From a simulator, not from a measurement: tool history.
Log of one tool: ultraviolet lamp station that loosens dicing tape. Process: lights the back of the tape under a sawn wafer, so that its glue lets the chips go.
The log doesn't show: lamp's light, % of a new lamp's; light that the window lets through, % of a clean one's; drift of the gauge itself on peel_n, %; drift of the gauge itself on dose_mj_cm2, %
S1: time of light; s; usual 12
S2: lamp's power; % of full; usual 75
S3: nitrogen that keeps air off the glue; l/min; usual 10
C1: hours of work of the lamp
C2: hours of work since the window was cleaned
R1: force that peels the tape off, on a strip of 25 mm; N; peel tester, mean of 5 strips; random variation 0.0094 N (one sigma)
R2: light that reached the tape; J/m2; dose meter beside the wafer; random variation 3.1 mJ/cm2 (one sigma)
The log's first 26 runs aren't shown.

run 27 hour=286.1 | S1=21 S2=90 S3=7 | C1=174 C2=489 | R1=0.191 R2=8130
run 28 hour=293.9 | S1=12 S2=72 S3=6 | C1=178 C2=493 | R1=1.089 R2=3710
run 29 hour=301.9 | S1=12 S2=67 S3=5 | C1=183 C2=498 | R1=1.455 R2=3390
run 30 hour=317.0 | S1=12 S2=67 S3=5 | C1=192 C2=507 | R1=1.452 R2=3360
run 31 hour=330.4 | S1=12 S2=67 S3=5 | C1=199 C2=514 | R1=1.426 R2=3400
run 32 hour=343.9 | S1=14 S2=74 S3=10 | C1=207 C2=522 | R1=0.452 R2=4360
run 33 hour=353.4 | S1=12 S2=81 S3=10 | C1=212 C2=527 | R1=0.540 R2=4090
run 34 hour=368.5 | S1=10 S2=97 S3=17 | C1=221 C2=536 | R1=0.400 R2=4080
run 35 hour=379.0 | S1=12 S2=81 S3=10 | C1=227 C2=542 | R1=0.546 R2=4040
-- hour=386.6 window cleaned of glue's vapour
run 36 hour=387.6 | S1=12 S2=81 S3=10 | C1=232 C2=1 | R1=0.391 R2=4790
run 37 hour=394.8 | S1=8 S2=78 S3=9 | C1=236 C2=5 | R1=1.140 R2=3050
run 38 hour=405.1 | S1=8 S2=78 S3=9 | C1=242 C2=11 | R1=1.190 R2=3050
run 39 hour=412.1 | S1=9 S2=95 S3=3 | C1=246 C2=15 | R1=1.365 R2=4140
run 40 hour=419.5 | S1=9 S2=73 S3=5 | C1=250 C2=19 | R1=1.606 R2=3210
run 41 hour=428.4 | S1=9 S2=73 S3=5 | C1=255 C2=24 | R1=1.632 R2=3160
run 42 hour=440.1 | S1=12 S2=73 S3=5 | C1=262 C2=31 | R1=0.894 R2=4300
run 43 hour=447.8 | S1=12 S2=73 S3=5 | C1=266 C2=35 | R1=0.917 R2=4190

3 ways to go on from here, each from the tool as it stands after run 43. What would each give?
run A hour=456.2 | S1=12 S2=63 S3=10 | C1=271 C2=40 | R1=? R2=?
run B hour=456.2 | S1=15 S2=90 S3=5 | C1=271 C2=40 | R1=? R2=?
run C hour=456.2 | S1=12 S2=75 S3=5 | C1=271 C2=40 | R1=? R2=?

run=A R1=0.730 R2=3620
run=B R1=0.325 R2=6500
run=C R1=0.897 R2=4310
Without the tool's hidden state the same runs would have given:
run=A R1=0.598 R2=3940
run=B R1=0.272 R2=7080
run=C R1=0.739 R2=4690

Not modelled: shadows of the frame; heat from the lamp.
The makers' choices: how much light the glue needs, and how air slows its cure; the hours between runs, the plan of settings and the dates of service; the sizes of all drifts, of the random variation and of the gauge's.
